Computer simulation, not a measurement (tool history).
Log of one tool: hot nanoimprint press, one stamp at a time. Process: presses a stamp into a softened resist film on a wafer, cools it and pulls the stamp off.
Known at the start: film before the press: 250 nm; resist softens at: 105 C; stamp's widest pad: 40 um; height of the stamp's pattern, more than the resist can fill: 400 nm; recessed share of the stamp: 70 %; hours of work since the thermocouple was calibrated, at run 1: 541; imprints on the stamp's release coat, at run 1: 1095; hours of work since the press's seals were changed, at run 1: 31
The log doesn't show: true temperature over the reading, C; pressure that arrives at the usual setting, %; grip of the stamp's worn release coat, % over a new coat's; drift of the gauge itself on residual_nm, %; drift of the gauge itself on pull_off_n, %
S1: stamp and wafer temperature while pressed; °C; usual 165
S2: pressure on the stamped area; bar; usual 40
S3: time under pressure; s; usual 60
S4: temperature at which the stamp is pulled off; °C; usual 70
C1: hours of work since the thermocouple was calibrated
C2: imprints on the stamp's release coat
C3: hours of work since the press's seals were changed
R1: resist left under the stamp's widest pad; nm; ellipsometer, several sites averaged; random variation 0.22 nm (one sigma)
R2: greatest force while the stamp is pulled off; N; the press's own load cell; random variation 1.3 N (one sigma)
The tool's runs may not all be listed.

{"run": 1, "hour": 0.0, "S1": 165, "S2": 40, "S3": 60, "S4": 70, "C1": 541, "C2": 1095, "C3": 31, "R1": 113.2, "R2": 193}
{"run": 2, "hour": 40.5, "S1": 165, "S2": 40, "S3": 60, "S4": 70, "C1": 565, "C2": 1176, "C3": 54, "R1": 113.2, "R2": 194}
{"run": 3, "hour": 85.5, "S1": 165, "S2": 40, "S3": 60, "S4": 70, "C1": 590, "C2": 1265, "C3": 80, "R1": 113.5, "R2": 194}
{"hour": 100.1, "done": "plate thermocouple calibrated"}
{"run": 4, "hour": 135.8, "S1": 165, "S2": 40, "S3": 60, "S4": 67, "C1": 20, "C2": 1359, "C3": 106, "R1": 113.7, "R2": 212}
{"run": 5, "hour": 156.4, "S1": 165, "S2": 40, "S3": 60, "S4": 67, "C1": 32, "C2": 1399, "C3": 118, "R1": 113.4, "R2": 209}
{"run": 6, "hour": 186.0, "S1": 165, "S2": 40, "S3": 49, "S4": 67, "C1": 49, "C2": 1458, "C3": 135, "R1": 122.9, "R2": 211}
{"run": 7, "hour": 210.1, "S1": 165, "S2": 40, "S3": 49, "S4": 67, "C1": 63, "C2": 1506, "C3": 149, "R1": 122.4, "R2": 212}
{"run": 8, "hour": 242.8, "S1": 165, "S2": 40, "S3": 49, "S4": 67, "C1": 81, "C2": 1571, "C3": 168, "R1": 122.7, "R2": 210}
{"hour": 284.9, "done": "stamp cleaned and given a new release coat"}
{"run": 9, "hour": 284.9, "S1": 165, "S2": 40, "S3": 60, "S4": 70, "C1": 102, "C2": 0, "C3": 188, "R1": 113.6, "R2": 194}
{"run": 10, "hour": 317.8, "S1": 165, "S2": 40, "S3": 60, "S4": 70, "C1": 121, "C2": 66, "C3": 207, "R1": 114, "R2": 194}
{"run": 11, "hour": 345.5, "S1": 165, "S2": 40, "S3": 60, "S4": 70, "C1": 137, "C2": 121, "C3": 223, "R1": 113.9, "R2": 196}
{"run": 12, "hour": 390.7, "S1": 165, "S2": 29.6, "S3": 60, "S4": 70, "C1": 162, "C2": 210, "C3": 249, "R1": 130.1, "R2": 197}
{"run": 13, "hour": 421.7, "S1": 158, "S2": 40, "S3": 60, "S4": 70, "C1": 180, "C2": 272, "C3": 266, "R1": 162.7, "R2": 191}
{"run": 14, "hour": 460.1, "S1": 158, "S2": 40, "S3": 60, "S4": 70, "C1": 202, "C2": 348, "C3": 288, "R1": 162.8, "R2": 195}
{"run": 15, "hour": 483.3, "S1": 165, "S2": 40, "S3": 60, "S4": 70, "C1": 215, "C2": 394, "C3": 301, "R1": 113.8, "R2": 194}
{"run": 16, "hour": 519.4, "S1": 165, "S2": 40, "S3": 60, "S4": 70, "C1": 236, "C2": 465, "C3": 322, "R1": 114, "R2": 195}
{"run": 17, "hour": 549.3, "S1": 165, "S2": 40, "S3": 60, "S4": 70, "C1": 253, "C2": 524, "C3": 339, "R1": 114.7, "R2": 192}
{"run": 18, "hour": 592.7, "S1": 157, "S2": 40, "S3": 68, "S4": 62, "C1": 278, "C2": 611, "C3": 364, "R1": 164.3, "R2": 236}
{"run": 19, "hour": 640.1, "S1": 155, "S2": 41.9, "S3": 114, "S4": 64, "C1": 305, "C2": 704, "C3": 391, "R1": 153.7, "R2": 228}
{"run": 20, "hour": 689.0, "S1": 155, "S2": 41.9, "S3": 114, "S4": 64, "C1": 333, "C2": 801, "C3": 419, "R1": 154.2, "R2": 229}
{"run": 21, "hour": 730.6, "S1": 155, "S2": 25.7, "S3": 114, "S4": 64, "C1": 356, "C2": 884, "C3": 442, "R1": 180, "R2": 231}
{"run": 22, "hour": 764.3, "S1": 170, "S2": 61.1, "S3": 60, "S4": 70, "C1": 376, "C2": 951, "C3": 462, "R1": 70.5, "R2": 197}
{"run": 23, "hour": 805.1, "S1": 165, "S2": 49.8, "S3": 52, "S4": 62, "C1": 399, "C2": 1031, "C3": 485, "R1": 109.5, "R2": 236}
{"run": 24, "hour": 853.7, "S1": 165, "S2": 32.8, "S3": 52, "S4": 62, "C1": 426, "C2": 1128, "C3": 513, "R1": 132.1, "R2": 240}
{"run": 25, "hour": 880.8, "S1": 175, "S2": 40, "S3": 60, "S4": 58, "C1": 442, "C2": 1181, "C3": 528, "R1": 66.3, "R2": 261}
{"run": 26, "hour": 902.2, "S1": 175, "S2": 40, "S3": 60, "S4": 58, "C1": 454, "C2": 1224, "C3": 540, "R1": 66.4, "R2": 263}
{"run": 27, "hour": 931.8, "S1": 175, "S2": 40, "S3": 60, "S4": 58, "C1": 471, "C2": 1283, "C3": 557, "R1": 66.1, "R2": 263}
{"hour": 953.9, "done": "gauge calibrated"}
{"run": 28, "hour": 959.0, "S1": 175, "S2": 40, "S3": 60, "S4": 58, "C1": 487, "C2": 1337, "C3": 573, "R1": 65.2, "R2": 260}
{"run": 29, "hour": 1003.7, "S1": 171, "S2": 25.1, "S3": 60, "S4": 71, "C1": 512, "C2": 1425, "C3": 598, "R1": 102.2, "R2": 188}

Forecast each of these 4 alternatives for the next run:
{"run": "A", "hour": 1033.4, "S1": 165, "S2": 42.8, "S3": 60, "S4": 70, "C1": 529, "C2": 1484, "C3": 615, "R1": "?", "R2": "?"}
{"run": "B", "hour": 1033.4, "S1": 165, "S2": 40, "S3": 60, "S4": 71, "C1": 529, "C2": 1484, "C3": 615, "R1": "?", "R2": "?"}
{"run": "C", "hour": 1033.4, "S1": 171, "S2": 37.6, "S3": 33, "S4": 61, "C1": 529, "C2": 1484, "C3": 615, "R1": "?", "R2": "?"}
{"run": "D", "hour": 1033.4, "S1": 165, "S2": 51.4, "S3": 103, "S4": 71, "C1": 529, "C2": 1484, "C3": 615, "R1": "?", "R2": "?"}

run=A R1=110.3 R2=194
run=B R1=113.5 R2=189
run=C R1=107 R2=245
run=D R1=81.2 R2=187
Without the tool's hidden state the same runs would have given:
run=A R1=110.2 R2=194
run=B R1=113.4 R2=189
run=C R1=106.9 R2=244
run=D R1=81.2 R2=187
